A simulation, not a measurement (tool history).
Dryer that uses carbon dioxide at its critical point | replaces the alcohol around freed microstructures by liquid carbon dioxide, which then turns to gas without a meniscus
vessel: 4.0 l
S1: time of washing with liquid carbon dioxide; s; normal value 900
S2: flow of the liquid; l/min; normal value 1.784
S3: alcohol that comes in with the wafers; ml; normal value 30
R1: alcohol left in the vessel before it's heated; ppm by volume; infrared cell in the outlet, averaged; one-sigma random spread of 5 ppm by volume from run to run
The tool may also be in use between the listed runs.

{"run": 1, "hour": 0.0, "S1": 900, "S2": 1.784, "S3": 30, "R1": 53}
{"run": 2, "hour": 33.5, "S1": 900, "S2": 1.784, "S3": 30, "R1": 56}
{"run": 3, "hour": 52.5, "S1": 900, "S2": 1.784, "S3": 46, "R1": 83}
{"run": 4, "hour": 73.2, "S1": 900, "S2": 1.784, "S3": 25, "R1": 64}
{"run": 5, "hour": 101.2, "S1": 900, "S2": 1.08, "S3": 30, "R1": 310}
{"run": 6, "hour": 120.0, "S1": 900, "S2": 1.784, "S3": 30, "R1": 68}
{"run": 7, "hour": 139.3, "S1": 900, "S2": 1.47, "S3": 30, "R1": 120}
{"hour": 156.8, "done": "inlet filter changed"}
{"run": 8, "hour": 168.9, "S1": 900, "S2": 2.67, "S3": 30, "R1": 35}
{"run": 9, "hour": 194.6, "S1": 900, "S2": 2.67, "S3": 30, "R1": 37}
{"run": 10, "hour": 227.9, "S1": 900, "S2": 2.96, "S3": 30, "R1": 37}
{"run": 11, "hour": 248.4, "S1": 840, "S2": 1.784, "S3": 30, "R1": 71}
{"run": 12, "hour": 271.8, "S1": 900, "S2": 2.31, "S3": 30, "R1": 36}
{"run": 13, "hour": 304.7, "S1": 900, "S2": 1.784, "S3": 30, "R1": 62}
{"run": 14, "hour": 329.9, "S1": 900, "S2": 1.784, "S3": 30, "R1": 61}
{"run": 15, "hour": 350.4, "S1": 900, "S2": 1.784, "S3": 30, "R1": 73}
{"run": 16, "hour": 372.4, "S1": 900, "S2": 1.784, "S3": 30, "R1": 60}
{"run": 17, "hour": 388.3, "S1": 900, "S2": 1.784, "S3": 38, "R1": 77}
{"run": 18, "hour": 415.0, "S1": 900, "S2": 1.784, "S3": 38, "R1": 79}
{"run": 19, "hour": 430.7, "S1": 900, "S2": 1.784, "S3": 77, "R1": 121}
{"run": 20, "hour": 450.5, "S1": 900, "S2": 1.784, "S3": 97, "R1": 153}
{"run": 21, "hour": 466.4, "S1": 900, "S2": 1.784, "S3": 97, "R1": 149}
{"hour": 473.7, "done": "inlet filter changed"}
{"run": 22, "hour": 502.6, "S1": 900, "S2": 1.784, "S3": 30, "R1": 76}
{"run": 23, "hour": 531.2, "S1": 900, "S2": 1.784, "S3": 30, "R1": 63}
{"run": 24, "hour": 547.6, "S1": 900, "S2": 1.784, "S3": 30, "R1": 54}
{"run": 25, "hour": 576.8, "S1": 660, "S2": 1.95, "S3": 30, "R1": 121}
{"run": 26, "hour": 606.4, "S1": 1380, "S2": 1.784, "S3": 30, "R1": 44}
{"run": 27, "hour": 642.5, "S1": 1380, "S2": 2.17, "S3": 85, "R1": 45}
{"run": 28, "hour": 671.2, "S1": 1380, "S2": 2.19, "S3": 53, "R1": 41}
{"run": 29, "hour": 696.4, "S1": 900, "S2": 1.43, "S3": 30, "R1": 141}
{"run": 30, "hour": 711.4, "S1": 900, "S2": 1.43, "S3": 30, "R1": 145}
{"run": 31, "hour": 738.3, "S1": 900, "S2": 1.16, "S3": 30, "R1": 274}
{"run": 32, "hour": 763.7, "S1": 1320, "S2": 1.16, "S3": 30, "R1": 89}
{"hour": 788.9, "done": "inlet filter changed"}
{"run": 33, "hour": 793.3, "S1": 1020, "S2": 2.27, "S3": 26, "R1": 55}
{"run": 34, "hour": 817.7, "S1": 900, "S2": 1.784, "S3": 27, "R1": 72}
{"run": 35, "hour": 838.6, "S1": 600, "S2": 1.34, "S3": 27, "R1": 432}
{"run": 36, "hour": 860.4, "S1": 600, "S2": 1.34, "S3": 27, "R1": 442}
{"run": 37, "hour": 876.0, "S1": 1380, "S2": 1.62, "S3": 30, "R1": 51}
{"run": 38, "hour": 897.8, "S1": 720, "S2": 1.08, "S3": 94, "R1": 1579}
{"run": 39, "hour": 933.6, "S1": 900, "S2": 1.93, "S3": 30, "R1": 70}
{"run": 40, "hour": 966.2, "S1": 900, "S2": 1.93, "S3": 30, "R1": 79}
{"run": 41, "hour": 999.9, "S1": 900, "S2": 1.17, "S3": 30, "R1": 253}
{"run": 42, "hour": 1016.4, "S1": 1200, "S2": 2.19, "S3": 37, "R1": 48}
{"run": 43, "hour": 1044.6, "S1": 1200, "S2": 2.19, "S3": 37, "R1": 62}
{"run": 44, "hour": 1070.2, "S1": 720, "S2": 1.15, "S3": 34, "R1": 566}
{"hour": 1104.4, "done": "inlet filter changed"}
{"run": 45, "hour": 1104.4, "S1": 780, "S2": 1.784, "S3": 30, "R1": 96}
{"run": 46, "hour": 1129.9, "S1": 780, "S2": 1.784, "S3": 30, "R1": 104}
{"run": 47, "hour": 1163.2, "S1": 780, "S2": 1.7, "S3": 108, "R1": 305}
{"run": 48, "hour": 1195.5, "S1": 1320, "S2": 1.784, "S3": 26, "R1": 57}

What if the next run were any one of these 3? Each begins from the tool's condition after run 48:
{"run": "A", "hour": 1213.3, "S1": 1260, "S2": 2.65, "S3": 26, "R1": "?"}
{"run": "B", "hour": 1213.3, "S1": 600, "S2": 1.94, "S3": 61, "R1": "?"}
{"run": "C", "hour": 1213.3, "S1": 1380, "S2": 1.35, "S3": 26, "R1": "?"}

run=A R1=58
run=B R1=320
run=C R1=72
The same runs, with their run-to-run variation unchanged, on a tool lacking any hidden condition would have given:
run=A R1=3
run=B R1=244
run=C R1=17
